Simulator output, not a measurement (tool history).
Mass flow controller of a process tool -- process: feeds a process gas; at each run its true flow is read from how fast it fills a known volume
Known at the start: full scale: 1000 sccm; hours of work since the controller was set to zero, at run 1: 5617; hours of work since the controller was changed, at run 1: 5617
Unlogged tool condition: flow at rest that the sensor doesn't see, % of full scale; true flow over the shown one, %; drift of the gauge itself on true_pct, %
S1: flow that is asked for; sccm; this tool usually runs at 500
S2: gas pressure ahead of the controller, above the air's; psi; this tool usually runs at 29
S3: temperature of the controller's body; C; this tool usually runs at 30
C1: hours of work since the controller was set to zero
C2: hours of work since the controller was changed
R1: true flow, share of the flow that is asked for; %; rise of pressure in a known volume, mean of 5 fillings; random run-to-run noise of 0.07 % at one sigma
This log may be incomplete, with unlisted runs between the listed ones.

run 1 hour=0 | S1=500 S2=29 S3=30 | C1=5617 C2=5617 | R1=98.89
run 2 hour=459.3 | S1=500 S2=29 S3=27 | C1=5855 C2=5855 | R1=98.67
run 3 hour=728.4 | S1=500 S2=29 S3=36 | C1=5994 C2=5994 | R1=99.28
run 4 hour=955.3 | S1=500 S2=29 S3=30 | C1=6112 C2=6112 | R1=98.83
run 5 hour=1253.4 | S1=500 S2=21 S3=30 | C1=6266 C2=6266 | R1=99.21
run 6 hour=1534.1 | S1=500 S2=32.2 S3=30 | C1=6411 C2=6411 | R1=98.83
run 7 hour=2023.5 | S1=500 S2=29 S3=30 | C1=6665 C2=6665 | R1=98.88
run 8 hour=2497.4 | S1=500 S2=29 S3=30 | C1=6910 C2=6910 | R1=98.87
run 9 hour=2894.9 | S1=500 S2=29 S3=30 | C1=7116 C2=7116 | R1=98.99
run 10 hour=3299.4 | S1=500 S2=29 S3=30 | C1=7325 C2=7325 | R1=98.89
-- hour=3350.8 controller exchanged for a calibrated one
run 11 hour=3774.3 | S1=500 S2=26.1 S3=30 | C1=219 C2=219 | R1=99.23
run 12 hour=4220.7 | S1=500 S2=26.1 S3=30 | C1=450 C2=450 | R1=98.96
run 13 hour=4476.3 | S1=266 S2=26.7 S3=32 | C1=583 C2=583 | R1=98.59
run 14 hour=4877 | S1=266 S2=30.7 S3=22 | C1=790 C2=790 | R1=97.76
run 15 hour=5248.6 | S1=266 S2=30.7 S3=22 | C1=983 C2=983 | R1=97.78
run 16 hour=5620.8 | S1=488 S2=34.1 S3=30 | C1=1175 C2=1175 | R1=98.88
run 17 hour=6046.8 | S1=859 S2=39.2 S3=29 | C1=1396 C2=1396 | R1=99.65

Hidden state at the last listed run before each entry between runs and at the first one after, where it differs:
After run 10, before run 11: controller exchanged for a calibrated one (hour 3350.8)
  flow at rest that the sensor doesn't see, % of full scale: 0.008 -> 0; true flow over the shown one, %: -0.08 -> 0

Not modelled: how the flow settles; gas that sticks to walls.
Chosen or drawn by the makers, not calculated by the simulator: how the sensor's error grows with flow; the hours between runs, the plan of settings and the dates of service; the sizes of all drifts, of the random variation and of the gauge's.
